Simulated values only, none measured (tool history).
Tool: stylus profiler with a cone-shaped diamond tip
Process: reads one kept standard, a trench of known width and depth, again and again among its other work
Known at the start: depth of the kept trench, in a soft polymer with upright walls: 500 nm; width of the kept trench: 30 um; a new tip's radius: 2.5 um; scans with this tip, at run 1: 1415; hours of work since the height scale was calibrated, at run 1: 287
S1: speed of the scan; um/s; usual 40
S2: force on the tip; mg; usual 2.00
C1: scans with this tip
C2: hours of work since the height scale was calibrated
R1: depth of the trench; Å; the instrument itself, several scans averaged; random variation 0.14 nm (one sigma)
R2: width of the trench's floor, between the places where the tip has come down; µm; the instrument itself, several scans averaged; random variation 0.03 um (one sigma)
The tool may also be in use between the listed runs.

run,hour,S1,S2,C1,C2,R1,R2
1,0.0,40,2.00,1415,287,5031.4,26.49
2,10.5,40,2.00,1454,295,5031.1,26.45
3,23.4,40,2.00,1502,305,5031.2,26.45
4,30.5,40,2.00,1528,310,5031.0,26.46
5,43.4,111,2.00,1576,320,5031.2,26.07
6,52.4,111,2.00,1610,327,5032.1,26.07
7,63.4,40,2.00,1650,335,5031.9,26.42
8,77.0,40,1.07,1701,345,5013.7,26.37
9,87.6,40,2.00,1740,353,5029.9,26.38
10,96.6,40,2.00,1774,360,5027.2,26.37
11,111.0,40,2.00,1827,371,5027.9,26.40
12,126.1,40,2.00,1883,382,5028.3,26.36
13,141.2,40,2.00,1939,394,5029.1,26.36
14,156.7,21,2.00,1997,405,5030.0,26.45
15,165.6,30,1.58,2030,412,5026.8,26.35
16,178.8,40,2.10,2079,422,5031.3,26.30
17,191.8,20,0.71,2127,432,5007.5,26.36
18,205.1,16,1.98,2176,442,5026.0,26.42
19,213.6,40,1.33,2208,448,5018.4,26.25
20,221.5,40,1.33,2237,454,5018.0,26.27
# hour 223.2: height scale calibrated on a step standard
21,234.9,40,1.33,2285,9,5011.3,26.27
22,242.1,31,0.83,2312,14,5004.1,26.27
23,249.9,31,0.83,2341,20,5006.1,26.29
# hour 253.7: height scale calibrated on a step standard, once more
24,260.2,56,2.43,2377,5,5040.6,26.16
25,267.9,56,2.43,2406,11,5042.8,26.22
26,281.0,56,2.43,2454,21,5043.8,26.17
27,290.4,56,2.43,2489,28,5041.7,26.16
28,306.8,68,1.02,2550,40,5022.4,25.96

The same runs without the tool's hidden state, with the same run-to-run variation:
The hidden state here: radius of the tip, um; height scale over the true one, %; drift of the gauge itself on depth_nm, %; drift of the gauge itself on floor_um, %.
run,R1,R2
1,5039.3,26.83
2,5039.2,26.79
3,5039.5,26.80
4,5039.4,26.82
5,5039.8,26.44
6,5040.9,26.45
7,5040.8,26.80
8,5022.9,26.76
9,5039.3,26.78
10,5036.7,26.78
11,5037.6,26.81
12,5038.4,26.78
13,5039.4,26.80
14,5040.6,26.90
15,5037.6,26.81
16,5042.3,26.77
17,5018.7,26.83
18,5037.4,26.90
19,5030.0,26.74
20,5029.6,26.76
21,5029.9,26.77
22,5022.8,26.77
23,5024.9,26.81
24,5042.1,26.68
25,5044.4,26.75
26,5045.7,26.71
27,5043.7,26.71
28,5024.7,26.51

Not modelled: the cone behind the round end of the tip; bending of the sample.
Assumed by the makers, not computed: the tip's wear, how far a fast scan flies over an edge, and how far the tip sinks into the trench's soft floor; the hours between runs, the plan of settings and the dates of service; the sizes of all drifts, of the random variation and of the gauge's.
